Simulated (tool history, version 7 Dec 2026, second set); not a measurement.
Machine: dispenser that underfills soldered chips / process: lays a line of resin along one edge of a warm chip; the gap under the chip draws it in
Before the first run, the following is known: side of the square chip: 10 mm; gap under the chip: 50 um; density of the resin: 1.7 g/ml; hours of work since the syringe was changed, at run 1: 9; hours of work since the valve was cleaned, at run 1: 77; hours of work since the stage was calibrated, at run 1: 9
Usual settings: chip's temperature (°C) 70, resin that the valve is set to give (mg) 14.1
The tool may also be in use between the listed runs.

| run | day | chip's temperature (°C) | resin that the valve is set to give (mg) | hours of work since the syringe was changed | hours of work since the valve was cleaned | hours of work since the stage was calibrated | time until the resin shows at the far edge (s) | resin that the valve gave (mg) |
|---|---|---|---|---|---|---|---|---|
| 1 | 0 | 70 | 14.1 | 9 | 77 | 9 | 29.4 | 13.83 |
|  | 0.183 | new syringe of resin |
| 2 | 0.196 | 70 | 14.1 | 0 | 80 | 12 | 22.9 | 13.77 |
| 3 | 0.421 | 70 | 16.7 | 4 | 83 | 15 | 24.9 | 16.31 |
| 4 | 0.521 | 70 | 16.7 | 5 | 84 | 17 | 25.6 | 16.25 |
| 5 | 0.683 | 70 | 16.7 | 7 | 87 | 19 | 27.9 | 16.28 |
| 6 | 0.846 | 70 | 16.7 | 10 | 89 | 22 | 29.7 | 16.22 |
| 7 | 0.975 | 70 | 16.7 | 12 | 91 | 24 | 32.1 | 16.23 |
|  | 0.996 | new syringe of resin |
| 8 | 1.104 | 70 | 16.7 | 2 | 93 | 26 | 23.4 | 16.3 |
| 9 | 1.279 | 70 | 16.7 | 4 | 96 | 28 | 25.3 | 16.24 |
| 10 | 1.379 | 70 | 12.1 | 6 | 97 | 30 | 27.6 | 11.74 |
| 11 | 1.512 | 70 | 12.1 | 8 | 99 | 32 | 29.4 | 11.74 |
| 12 | 1.646 | 57 | 13.8 | 10 | 101 | 34 | 58 | 13.4 |
|  | 1.812 | new syringe of resin |
| 13 | 1.829 | 57 | 13.8 | 0 | 104 | 36 | 43.4 | 13.36 |
| 14 | 1.925 | 80 | 16.3 | 2 | 105 | 38 | 14.8 | 15.85 |
|  | 1.983 | dispensing valve cleaned and set on the balance |
| 15 | 2.083 | 70 | 15.4 | 3 | 1 | 39 | 25.2 | 15.35 |
| 16 | 2.267 | 78 | 17.6 | 6 | 4 | 42 | 18.8 | 17.55 |
| 17 | 2.462 | 61 | 17.3 | 9 | 7 | 45 | 46.8 | 17.27 |
| 18 | 2.646 | 75 | 17.4 | 12 | 10 | 48 | 24.9 | 17.34 |
|  | 2.671 | new syringe of resin |
| 19 | 2.762 | 59 | 13.6 | 1 | 12 | 49 | 40 | 13.51 |
| 20 | 2.892 | 59 | 13.9 | 3 | 13 | 51 | 42.6 | 13.85 |
| 21 | 3.025 | 72 | 13.1 | 5 | 15 | 53 | 24 | 13.05 |

Each row is a separate what-if for the run after 21, all from the same tool condition, not one after another. Results?
| A | 3.146 | 60 | 13.4 | 7 | 17 | 55 | ? | ? |
| B | 3.146 | 57 | 14.1 | 7 | 17 | 55 | ? | ? |
| C | 3.146 | 84 | 12.5 | 7 | 17 | 55 | ? | ? |
| D | 3.146 | 79 | 14.1 | 7 | 17 | 55 | ? | ? |

| run | time until the resin shows at the far edge (s) | resin that the valve gave (mg) |
|---|---|---|
| A | 46 | 13.3 |
| B | 53.7 | 14.04 |
| C | 15.1 | 12.39 |
| D | 18.6 | 14.06 |
Take away the tool's hidden state, keep each run's random variation, and the runs would have read:
| run | time until the resin shows at the far edge (s) | resin that the valve gave (mg) |
|---|---|---|
| A | 35.4 | 13.38 |
| B | 41.4 | 14.12 |
| C | 11.8 | 12.46 |
| D | 14.4 | 14.14 |
